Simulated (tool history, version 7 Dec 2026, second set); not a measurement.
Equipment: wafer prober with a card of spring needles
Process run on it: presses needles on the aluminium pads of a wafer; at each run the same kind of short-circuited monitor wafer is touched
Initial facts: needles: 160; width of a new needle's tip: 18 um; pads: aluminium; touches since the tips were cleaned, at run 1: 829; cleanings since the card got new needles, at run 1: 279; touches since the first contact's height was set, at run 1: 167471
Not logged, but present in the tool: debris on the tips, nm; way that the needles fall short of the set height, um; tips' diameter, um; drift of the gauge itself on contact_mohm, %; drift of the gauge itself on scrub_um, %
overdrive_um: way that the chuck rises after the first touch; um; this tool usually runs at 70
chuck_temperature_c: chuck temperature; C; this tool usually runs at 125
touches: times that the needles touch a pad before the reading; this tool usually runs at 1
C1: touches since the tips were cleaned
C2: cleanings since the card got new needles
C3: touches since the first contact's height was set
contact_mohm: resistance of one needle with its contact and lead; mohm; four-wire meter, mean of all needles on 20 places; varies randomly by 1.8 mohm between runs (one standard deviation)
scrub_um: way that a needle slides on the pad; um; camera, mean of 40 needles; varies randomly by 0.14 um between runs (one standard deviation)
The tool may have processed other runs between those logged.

run 1 hour=0 | overdrive_um=70 chuck_temperature_c=125 touches=1 | C1=829 C2=279 C3=167471 | contact_mohm=191 scrub_um=19.03
-- hour=2 tips cleaned on abrasive film
-- hour=5.2 tips cleaned on abrasive film
-- hour=8.5 tips cleaned on abrasive film
-- hour=11.7 tips cleaned on abrasive film
-- hour=15 tips cleaned on abrasive film
-- hour=17.6 tips cleaned on abrasive film
-- hour=20.8 tips cleaned on abrasive film
-- hour=24.1 tips cleaned on abrasive film
-- hour=27.3 tips cleaned on abrasive film
-- hour=30.5 tips cleaned on abrasive film
-- hour=33.8 tips cleaned on abrasive film
-- hour=37 tips cleaned on abrasive film
-- hour=39.6 tips cleaned on abrasive film
-- hour=42.9 tips cleaned on abrasive film
run 2 hour=44.8 | overdrive_um=70 chuck_temperature_c=125 touches=1 | C1=1404 C2=293 C3=198600 | contact_mohm=190 scrub_um=19.21
-- hour=45.6 tips cleaned on abrasive film
-- hour=48.2 tips cleaned on abrasive film
-- hour=50.8 tips cleaned on abrasive film
-- hour=54 tips cleaned on abrasive film
-- hour=57.3 tips cleaned on abrasive film
-- hour=59.4 height of the first contact set anew
-- hour=60.8 tips cleaned on abrasive film
-- hour=63.4 tips cleaned on abrasive film
-- hour=66.7 tips cleaned on abrasive film
-- hour=69.9 tips cleaned on abrasive film
-- hour=72.5 tips cleaned on abrasive film
-- hour=75.8 tips cleaned on abrasive film
-- hour=79 tips cleaned on abrasive film
-- hour=82.2 tips cleaned on abrasive film
-- hour=85.5 tips cleaned on abrasive film
-- hour=88.1 tips cleaned on abrasive film
run 3 hour=89.1 | overdrive_um=70 chuck_temperature_c=125 touches=1 | C1=692 C2=308 C3=20509 | contact_mohm=189 scrub_um=18.79
-- hour=91.1 tips cleaned on abrasive film
-- hour=93.7 tips cleaned on abrasive film
-- hour=96.9 tips cleaned on abrasive film
-- hour=99.5 tips cleaned on abrasive film
-- hour=102.8 tips cleaned on abrasive film
-- hour=106 tips cleaned on abrasive film
-- hour=109.2 tips cleaned on abrasive film
-- hour=112.5 tips cleaned on abrasive film
-- hour=115.7 tips cleaned on abrasive film
-- hour=118.3 tips cleaned on abrasive film
-- hour=121 tips cleaned on abrasive film
-- hour=124.2 tips cleaned on abrasive film
-- hour=126.8 tips cleaned on abrasive film
-- hour=129.4 tips cleaned on abrasive film
-- hour=132.7 tips cleaned on abrasive film
-- hour=135.3 tips cleaned on abrasive film
-- hour=138.5 tips cleaned on abrasive film
-- hour=141.8 tips cleaned on abrasive film
-- hour=144.4 tips cleaned on abrasive film
-- hour=147.6 tips cleaned on abrasive film
-- hour=150.2 tips cleaned on abrasive film
-- hour=153.5 tips cleaned on abrasive film
-- hour=156.7 tips cleaned on abrasive film
-- hour=160 tips cleaned on abrasive film
-- hour=162.6 tips cleaned on abrasive film
-- hour=165.2 tips cleaned on abrasive film
-- hour=167.8 tips cleaned on abrasive film
-- hour=171 tips cleaned on abrasive film
-- hour=174.3 tips cleaned on abrasive film
run 4 hour=174.5 | overdrive_um=70 chuck_temperature_c=125 touches=1 | C1=163 C2=337 C3=79673 | contact_mohm=186 scrub_um=19.06
-- hour=177.1 tips cleaned on abrasive film
-- hour=179.7 tips cleaned on abrasive film
-- hour=182.4 tips cleaned on abrasive film
-- hour=185.6 tips cleaned on abrasive film
-- hour=188.8 tips cleaned on abrasive film
-- hour=192.1 tips cleaned on abrasive film
-- hour=195.3 tips cleaned on abrasive film
-- hour=198.6 tips cleaned on abrasive film
-- hour=201.2 tips cleaned on abrasive film
-- hour=204.4 tips cleaned on abrasive film
-- hour=207 tips cleaned on abrasive film
-- hour=210.3 tips cleaned on abrasive film
-- hour=213.5 tips cleaned on abrasive film
-- hour=216.8 tips cleaned on abrasive film
-- hour=220 tips cleaned on abrasive film
-- hour=223.2 tips cleaned on abrasive film
-- hour=225.9 tips cleaned on abrasive film
-- hour=228.5 tips cleaned on abrasive film
-- hour=231.7 tips cleaned on abrasive film
-- hour=234.3 tips cleaned on abrasive film
-- hour=236.9 tips cleaned on abrasive film
-- hour=240.2 tips cleaned on abrasive film
-- hour=243.4 tips cleaned on abrasive film
-- hour=246.7 tips cleaned on abrasive film
-- hour=249.3 tips cleaned on abrasive film
-- hour=251.9 tips cleaned on abrasive film
-- hour=255.1 tips cleaned on abrasive film
-- hour=258.4 tips cleaned on abrasive film
-- hour=261 tips cleaned on abrasive film
run 5 hour=262.7 | overdrive_um=88 chuck_temperature_c=108 touches=1 | C1=1233 C2=366 C3=140807 | contact_mohm=186 scrub_um=24.32
-- hour=264.1 tips cleaned on abrasive film
-- hour=267.3 tips cleaned on abrasive film
-- hour=269.9 tips cleaned on abrasive film
-- hour=273.2 tips cleaned on abrasive film
-- hour=276.4 tips cleaned on abrasive film
-- hour=279.7 tips cleaned on abrasive film
-- hour=282.9 tips cleaned on abrasive film
-- hour=286.1 tips cleaned on abrasive film
-- hour=289.4 tips cleaned on abrasive film
-- hour=292.6 tips cleaned on abrasive film
-- hour=304.6 card fitted with new needles
-- hour=307.9 tips cleaned on abrasive film
-- hour=310.5 tips cleaned on abrasive film
-- hour=313.7 tips cleaned on abrasive film
-- hour=316.3 tips cleaned on abrasive film
-- hour=319.6 tips cleaned on abrasive film
-- hour=322.2 tips cleaned on abrasive film
-- hour=325.4 tips cleaned on abrasive film
-- hour=328.7 tips cleaned on abrasive film
-- hour=331.9 tips cleaned on abrasive film
-- hour=334.5 tips cleaned on abrasive film
-- hour=337.8 tips cleaned on abrasive film
-- hour=341 tips cleaned on abrasive film
-- hour=343.6 tips cleaned on abrasive film
-- hour=346.9 tips cleaned on abrasive film
-- hour=350.1 tips cleaned on abrasive film
run 6 hour=350.6 | overdrive_um=58 chuck_temperature_c=50 touches=1 | C1=375 C2=15 C3=31901 | contact_mohm=178 scrub_um=16.03
-- hour=353.2 tips cleaned on abrasive film
-- hour=355.9 tips cleaned on abrasive film
-- hour=358.5 tips cleaned on abrasive film
-- hour=361.7 tips cleaned on abrasive film
-- hour=364.3 tips cleaned on abrasive film
-- hour=367.6 tips cleaned on abrasive film
-- hour=370.8 tips cleaned on abrasive film
-- hour=374.1 tips cleaned on abrasive film
-- hour=377.3 tips cleaned on abrasive film
-- hour=380.5 tips cleaned on abrasive film
-- hour=383.8 tips cleaned on abrasive film
-- hour=386.4 tips cleaned on abrasive film
-- hour=389.6 tips cleaned on abrasive film
-- hour=392.2 tips cleaned on abrasive film
-- hour=394.9 tips cleaned on abrasive film
-- hour=398.1 tips cleaned on abrasive film
-- hour=400.7 tips cleaned on abrasive film
-- hour=404 tips cleaned on abrasive film
-- hour=407.2 tips cleaned on abrasive film
-- hour=409.8 tips cleaned on abrasive film
-- hour=412.4 tips cleaned on abrasive film
run 7 hour=413.2 | overdrive_um=57 chuck_temperature_c=34 touches=1 | C1=522 C2=36 C3=75209 | contact_mohm=177 scrub_um=15.42
-- hour=415.1 tips cleaned on abrasive film
-- hour=417.8 tips cleaned on abrasive film
-- hour=420.4 tips cleaned on abrasive film
-- hour=423.6 tips cleaned on abrasive film
-- hour=426.2 tips cleaned on abrasive film
-- hour=428.8 tips cleaned on abrasive film
-- hour=432.1 tips cleaned on abrasive film
-- hour=435.3 tips cleaned on abrasive film
-- hour=437.9 tips cleaned on abrasive film
-- hour=441.2 tips cleaned on abrasive film
-- hour=443.8 tips cleaned on abrasive film
-- hour=447 tips cleaned on abrasive film
-- hour=450.3 tips cleaned on abrasive film
-- hour=453.5 tips cleaned on abrasive film
-- hour=456.8 tips cleaned on abrasive film
-- hour=459.4 tips cleaned on abrasive film
-- hour=462.6 tips cleaned on abrasive film
run 8 hour=464.4 | overdrive_um=63 chuck_temperature_c=98 touches=2 | C1=1270 C2=53 C3=110712 | contact_mohm=186 scrub_um=17.02

Alternative continuations, all from the tool just after run 8; predict every row:
-- hour=465.8 tips cleaned on abrasive film
-- hour=468.4 tips cleaned on abrasive film
-- hour=471.6 tips cleaned on abrasive film
-- hour=474.8 tips cleaned on abrasive film
-- hour=478.1 tips cleaned on abrasive film
-- hour=481.3 tips cleaned on abrasive film
-- hour=484.6 tips cleaned on abrasive film
-- hour=487.2 tips cleaned on abrasive film
-- hour=490.4 tips cleaned on abrasive film
-- hour=493 tips cleaned on abrasive film
-- hour=496.3 tips cleaned on abrasive film
-- hour=499.5 tips cleaned on abrasive film
-- hour=502.8 tips cleaned on abrasive film
-- hour=505.4 tips cleaned on abrasive film
-- hour=508 tips cleaned on abrasive film
-- hour=511.2 tips cleaned on abrasive film
-- hour=514.5 tips cleaned on abrasive film
-- hour=517.7 tips cleaned on abrasive film
-- hour=520.3 tips cleaned on abrasive film
-- hour=523 tips cleaned on abrasive film
-- hour=526.2 tips cleaned on abrasive film
-- hour=529.4 tips cleaned on abrasive film
-- hour=532.7 tips cleaned on abrasive film
-- hour=535.3 tips cleaned on abrasive film
-- hour=537.9 tips cleaned on abrasive film
-- hour=541.1 tips cleaned on abrasive film
-- hour=544.4 tips cleaned on abrasive film
-- hour=547 tips cleaned on abrasive film
-- hour=550.2 tips cleaned on abrasive film
-- hour=553.5 tips cleaned on abrasive film
-- hour=556.1 tips cleaned on abrasive film
-- hour=559.1 tips cleaned on abrasive film
run A hour=559.1 | overdrive_um=90 chuck_temperature_c=125 touches=1 | C1=0 C2=85 C3=176293 | contact_mohm=? scrub_um=?
-- hour=465.8 tips cleaned on abrasive film
-- hour=468.4 tips cleaned on abrasive film
-- hour=471.6 tips cleaned on abrasive film
-- hour=474.8 tips cleaned on abrasive film
-- hour=478.1 tips cleaned on abrasive film
-- hour=481.3 tips cleaned on abrasive film
-- hour=484.6 tips cleaned on abrasive film
-- hour=487.2 tips cleaned on abrasive film
-- hour=490.4 tips cleaned on abrasive film
-- hour=493 tips cleaned on abrasive film
-- hour=496.3 tips cleaned on abrasive film
-- hour=499.5 tips cleaned on abrasive film
-- hour=502.8 tips cleaned on abrasive film
-- hour=505.4 tips cleaned on abrasive film
-- hour=508 tips cleaned on abrasive film
-- hour=511.2 tips cleaned on abrasive film
-- hour=514.5 tips cleaned on abrasive film
-- hour=517.7 tips cleaned on abrasive film
-- hour=520.3 tips cleaned on abrasive film
-- hour=523 tips cleaned on abrasive film
-- hour=526.2 tips cleaned on abrasive film
-- hour=529.4 tips cleaned on abrasive film
-- hour=532.7 tips cleaned on abrasive film
-- hour=535.3 tips cleaned on abrasive film
-- hour=537.9 tips cleaned on abrasive film
-- hour=541.1 tips cleaned on abrasive film
-- hour=544.4 tips cleaned on abrasive film
-- hour=547 tips cleaned on abrasive film
-- hour=550.2 tips cleaned on abrasive film
-- hour=553.5 tips cleaned on abrasive film
-- hour=556.1 tips cleaned on abrasive film
-- hour=559.1 tips cleaned on abrasive film
run B hour=559.1 | overdrive_um=63 chuck_temperature_c=98 touches=2 | C1=0 C2=85 C3=176293 | contact_mohm=? scrub_um=?
-- hour=465.8 tips cleaned on abrasive film
-- hour=468.4 tips cleaned on abrasive film
-- hour=471.6 tips cleaned on abrasive film
-- hour=474.8 tips cleaned on abrasive film
-- hour=478.1 tips cleaned on abrasive film
-- hour=481.3 tips cleaned on abrasive film
-- hour=484.6 tips cleaned on abrasive film
-- hour=487.2 tips cleaned on abrasive film
-- hour=490.4 tips cleaned on abrasive film
-- hour=493 tips cleaned on abrasive film
-- hour=496.3 tips cleaned on abrasive film
-- hour=499.5 tips cleaned on abrasive film
-- hour=502.8 tips cleaned on abrasive film
-- hour=505.4 tips cleaned on abrasive film
-- hour=508 tips cleaned on abrasive film
-- hour=511.2 tips cleaned on abrasive film
-- hour=514.5 tips cleaned on abrasive film
-- hour=517.7 tips cleaned on abrasive film
-- hour=520.3 tips cleaned on abrasive film
-- hour=523 tips cleaned on abrasive film
-- hour=526.2 tips cleaned on abrasive film
-- hour=529.4 tips cleaned on abrasive film
-- hour=532.7 tips cleaned on abrasive film
-- hour=535.3 tips cleaned on abrasive film
-- hour=537.9 tips cleaned on abrasive film
-- hour=541.1 tips cleaned on abrasive film
-- hour=544.4 tips cleaned on abrasive film
-- hour=547 tips cleaned on abrasive film
-- hour=550.2 tips cleaned on abrasive film
-- hour=553.5 tips cleaned on abrasive film
-- hour=556.1 tips cleaned on abrasive film
-- hour=559.1 tips cleaned on abrasive film
run C hour=559.1 | overdrive_um=70 chuck_temperature_c=125 touches=3 | C1=0 C2=85 C3=176293 | contact_mohm=? scrub_um=?

run=A contact_mohm=186 scrub_um=24.1
run=B contact_mohm=185 scrub_um=17.16
run=C contact_mohm=189 scrub_um=19.19
Without the tool's unlogged condition, the same runs would have read:
run=A contact_mohm=186 scrub_um=24.12
run=B contact_mohm=185 scrub_um=17.17
run=C contact_mohm=189 scrub_um=19.21
